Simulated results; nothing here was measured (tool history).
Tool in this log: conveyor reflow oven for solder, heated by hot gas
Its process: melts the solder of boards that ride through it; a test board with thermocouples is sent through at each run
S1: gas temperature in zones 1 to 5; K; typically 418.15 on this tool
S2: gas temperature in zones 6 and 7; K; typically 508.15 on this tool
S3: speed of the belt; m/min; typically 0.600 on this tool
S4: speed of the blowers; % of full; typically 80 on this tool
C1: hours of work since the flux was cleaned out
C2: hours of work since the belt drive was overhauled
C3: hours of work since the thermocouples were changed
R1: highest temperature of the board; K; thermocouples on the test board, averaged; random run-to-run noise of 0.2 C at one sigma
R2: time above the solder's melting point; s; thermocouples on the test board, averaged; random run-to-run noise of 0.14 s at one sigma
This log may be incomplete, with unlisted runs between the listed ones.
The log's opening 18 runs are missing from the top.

| run | hour | S1 | S2 | S3 | S4 | C1 | C2 | C3 | R1 | R2 |
|---|---|---|---|---|---|---|---|---|---|---|
|  | 172.9 | belt drive overhauled, speed set with a stopwatch, once more |
| 19 | 175.6 | 418.15 | 501.15 | 0.592 | 80 | 204 | 1 | 343 | 484.75 | 58.1 |
| 20 | 181.6 | 418.15 | 501.15 | 0.592 | 80 | 207 | 4 | 346 | 484.85 | 58.0 |
| 21 | 191.0 | 412.15 | 516.15 | 0.519 | 80 | 210 | 8 | 350 | 500.35 | 78.0 |
| 22 | 203.0 | 412.15 | 502.15 | 0.519 | 73 | 215 | 13 | 355 | 486.75 | 66.5 |
| 23 | 208.8 | 405.15 | 508.15 | 0.630 | 70 | 218 | 15 | 357 | 482.95 | 46.8 |
| 24 | 215.0 | 405.15 | 508.15 | 0.630 | 70 | 221 | 18 | 360 | 482.85 | 46.9 |
| 25 | 226.5 | 405.15 | 508.15 | 0.630 | 70 | 225 | 22 | 365 | 482.95 | 46.8 |
| 26 | 235.4 | 422.15 | 498.15 | 0.630 | 77 | 229 | 26 | 368 | 480.45 | 51.6 |
| 27 | 241.2 | 423.15 | 508.15 | 0.600 | 80 | 231 | 29 | 371 | 491.05 | 64.7 |
| 28 | 250.4 | 418.15 | 501.15 | 0.607 | 80 | 235 | 32 | 375 | 483.85 | 55.9 |
| 29 | 256.8 | 418.15 | 501.15 | 0.607 | 80 | 238 | 35 | 377 | 483.75 | 55.8 |
| 30 | 263.4 | 418.15 | 501.15 | 0.607 | 80 | 241 | 38 | 380 | 483.95 | 56.0 |
| 31 | 272.0 | 409.15 | 514.15 | 0.607 | 80 | 244 | 42 | 384 | 492.75 | 59.9 |

Here are 4 independent what-if runs from the current tool condition. What would each one return?
| A | 277.8 | 432.15 | 518.15 | 0.607 | 54 | 247 | 44 | 386 | ? | ? |
| B | 277.8 | 430.15 | 514.15 | 0.713 | 68 | 247 | 44 | 386 | ? | ? |
| C | 277.8 | 409.15 | 508.15 | 0.600 | 80 | 247 | 44 | 386 | ? | ? |
| D | 277.8 | 431.15 | 500.15 | 0.607 | 88 | 247 | 44 | 386 | ? | ? |

| run | R1 | R2 |
|---|---|---|
| A | 493.15 | 68.9 |
| B | 488.35 | 53.7 |
| C | 488.25 | 56.7 |
| D | 486.95 | 65.5 |
The same runs, with their run-to-run variation unchanged, on a tool lacking any hidden condition would have given:
| run | R1 | R2 |
|---|---|---|
| A | 494.45 | 69.9 |
| B | 489.85 | 54.9 |
| C | 489.75 | 58.2 |
| D | 488.15 | 66.6 |
